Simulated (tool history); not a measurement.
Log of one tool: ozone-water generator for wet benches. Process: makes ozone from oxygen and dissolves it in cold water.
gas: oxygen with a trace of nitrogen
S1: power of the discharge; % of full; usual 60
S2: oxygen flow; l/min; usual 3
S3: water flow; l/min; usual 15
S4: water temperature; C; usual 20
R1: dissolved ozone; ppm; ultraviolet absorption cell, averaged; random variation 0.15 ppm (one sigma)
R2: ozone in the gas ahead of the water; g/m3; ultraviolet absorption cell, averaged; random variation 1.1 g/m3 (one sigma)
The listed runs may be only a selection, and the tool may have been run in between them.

| run | hour | S1 | S2 | S3 | S4 | R1 | R2 |
|---|---|---|---|---|---|---|---|
| 1 | 0 | 60 | 3 | 15 | 20 | 18.1 | 196.1 |
| 2 | 55.5 | 60 | 3 | 15 | 20 | 18.2 | 196.8 |
| 3 | 101 | 60 | 3 | 15 | 20 | 17.9 | 196.2 |
| 4 | 163.6 | 60 | 3 | 15 | 20 | 18.2 | 195.3 |
| 5 | 228.4 | 60 | 3 | 15 | 20 | 18.3 | 196.7 |
| 6 | 319.7 | 60 | 3 | 15 | 20 | 17.9 | 196.7 |
| 7 | 411.5 | 60 | 3 | 15 | 20 | 18.2 | 198.2 |
| 8 | 483.5 | 60 | 3 | 15 | 20 | 17.7 | 197.3 |
| 9 | 559 | 60 | 4.06 | 15 | 20 | 18.3 | 168 |
| 10 | 665.7 | 96 | 3 | 15 | 20 | 22.9 | 249.7 |
| 11 | 726.2 | 60 | 3 | 15 | 20 | 18.3 | 198.4 |
| 12 | 774 | 54 | 3 | 15 | 20 | 17.2 | 186 |
| 13 | 853.9 | 60 | 3 | 16 | 20 | 16.8 | 197.5 |
| 14 | 901.4 | 60 | 3 | 16 | 20 | 16.8 | 199.5 |
| 15 | 951 | 60 | 3 | 16 | 20 | 16.9 | 199.7 |
| 16 | 1024.8 | 60 | 3 | 20 | 20 | 13.4 | 199.2 |
| 17 | 1100.3 | 60 | 3 | 20 | 20 | 13.7 | 196.4 |
| 18 | 1170.2 | 60 | 2.7 | 22 | 20 | 12.1 | 209.9 |
| 19 | 1241.6 | 60 | 2.7 | 22 | 20 | 11.9 | 209.3 |
| 20 | 1332.3 | 41 | 3.11 | 21 | 20 | 10.6 | 160.7 |
| 21 | 1394.1 | 41 | 1.94 | 16 | 20 | 13.2 | 203.2 |
| 22 | 1499.9 | 60 | 4.84 | 15 | 20 | 18.4 | 155.4 |
| 23 | 1595 | 67 | 3.8 | 17 | 20 | 17.4 | 187.2 |
|  | 1649.6 | gauge calibrated |
| 24 | 1701 | 67 | 3.8 | 15 | 23 | 18.7 | 181.9 |
| 25 | 1766.1 | 67 | 3.8 | 15 | 23 | 18.6 | 182.7 |
| 26 | 1830.7 | 60 | 2.07 | 20 | 13 | 13.3 | 237.2 |
| 27 | 1901.3 | 57 | 3 | 15 | 20 | 17.4 | 190.8 |
| 28 | 1971.3 | 57 | 3 | 22 | 20 | 11.9 | 191.6 |
| 29 | 2038.8 | 53 | 2.63 | 15 | 14 | 17.7 | 196.7 |
| 30 | 2089.4 | 60 | 2.46 | 15 | 13 | 19 | 217.2 |
| 31 | 2158.4 | 46 | 2.86 | 11 | 16 | 21.6 | 174.4 |
| 32 | 2210.6 | 84 | 2.86 | 11 | 16 | 29.3 | 239.3 |

Alternative continuations, all from the tool just after run 32; predict every row:
| A | 2289.7 | 60 | 4.92 | 18 | 20 | ? | ? |
| B | 2289.7 | 84 | 2.86 | 16 | 21 | ? | ? |
| C | 2289.7 | 48 | 3 | 16 | 18 | ? | ? |
| D | 2289.7 | 52 | 2.86 | 11 | 16 | ? | ? |
| E | 2289.7 | 87 | 3 | 15 | 20 | ? | ? |

| run | R1 | R2 |
|---|---|---|
| A | 15.6 | 153 |
| B | 19.5 | 240.9 |
| C | 15.3 | 175.4 |
| D | 22.9 | 188.5 |
| E | 21.7 | 239.1 |
Take away the tool's hidden state, keep each run's random variation, and the runs would have read:
| run | R1 | R2 |
|---|---|---|
| A | 15.6 | 151.5 |
| B | 19.5 | 238.4 |
| C | 15.4 | 173.5 |
| D | 22.9 | 186.6 |
| E | 21.7 | 236.7 |

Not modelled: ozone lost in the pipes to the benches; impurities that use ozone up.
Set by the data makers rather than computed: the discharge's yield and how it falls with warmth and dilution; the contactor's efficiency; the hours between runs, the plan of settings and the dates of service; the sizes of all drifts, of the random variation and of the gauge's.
